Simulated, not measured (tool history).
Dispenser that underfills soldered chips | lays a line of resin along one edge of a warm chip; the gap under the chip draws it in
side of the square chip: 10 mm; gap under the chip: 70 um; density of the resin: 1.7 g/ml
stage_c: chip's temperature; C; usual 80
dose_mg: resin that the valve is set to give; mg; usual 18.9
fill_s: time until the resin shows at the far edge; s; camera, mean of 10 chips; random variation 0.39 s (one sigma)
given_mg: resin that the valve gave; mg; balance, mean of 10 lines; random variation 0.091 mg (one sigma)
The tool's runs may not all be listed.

run,day,stage_c,dose_mg,fill_s,given_mg
1,0.000,80,18.9,33.8,18.72
# day 0.225: new syringe of resin
2,0.417,80,18.9,29.3,18.64
3,0.775,80,18.9,43.6,18.40
# day 0.808: new syringe of resin
4,1.008,93,18.9,17.1,18.37
5,1.183,93,18.9,20.9,18.52
# day 1.396: new syringe of resin
6,1.542,93,18.9,16.0,18.34
7,1.771,92,18.9,20.7,18.41
# day 1.996: new syringe of resin
8,2.129,92,18.9,16.1,18.21
9,2.325,80,18.9,33.1,18.06
10,2.521,80,18.9,40.8,18.12
# day 2.575: new syringe of resin
11,2.746,80,18.9,28.5,17.98
12,2.979,80,18.9,35.7,17.96
# day 3.158: new syringe of resin
13,3.312,80,18.9,28.3,17.89
14,3.558,80,18.9,36.0,17.88
15,3.717,80,18.9,42.3,17.93
# day 3.750: new syringe of resin
16,4.017,80,18.9,31.1,17.70
17,4.283,93,16.2,24.7,15.09
# day 4.342: new syringe of resin
18,4.658,93,16.2,19.7,15.14
# day 4.929: new syringe of resin
19,4.979,93,16.2,15.3,14.85
20,5.275,94,16.2,19.5,14.98
# day 5.504: new syringe of resin
21,5.629,76,24.3,31.5,22.45
22,5.854,89,24.5,23.0,22.68
# day 6.088: new syringe of resin
23,6.142,89,24.5,16.0,22.52
24,6.404,86,21.8,24.5,19.98
25,6.633,80,21.5,40.9,19.41
# day 6.675: new syringe of resin
26,6.846,80,21.5,28.0,19.40
27,7.038,81,18.9,33.8,17.07
# day 7.254: new syringe of resin
28,7.254,76,18.9,27.9,17.16
29,7.567,80,22.0,31.8,19.86
# day 7.846: new syringe of resin
30,7.933,80,22.0,25.2,19.82
31,8.142,80,22.0,31.6,19.59

3 ways to go on from here, each from the tool as it stands after run 31. What would each give?
A,8.312,94,19.6,?,?
B,8.312,87,22.0,?,?
C,8.312,94,16.3,?,?

run,fill_s,given_mg
A,20.8,17.40
B,28.5,19.65
C,22.7,14.62
Without the tool's hidden state the same runs would have given:
run,fill_s,given_mg
A,13.1,19.57
B,18.3,22.10
C,14.2,16.44

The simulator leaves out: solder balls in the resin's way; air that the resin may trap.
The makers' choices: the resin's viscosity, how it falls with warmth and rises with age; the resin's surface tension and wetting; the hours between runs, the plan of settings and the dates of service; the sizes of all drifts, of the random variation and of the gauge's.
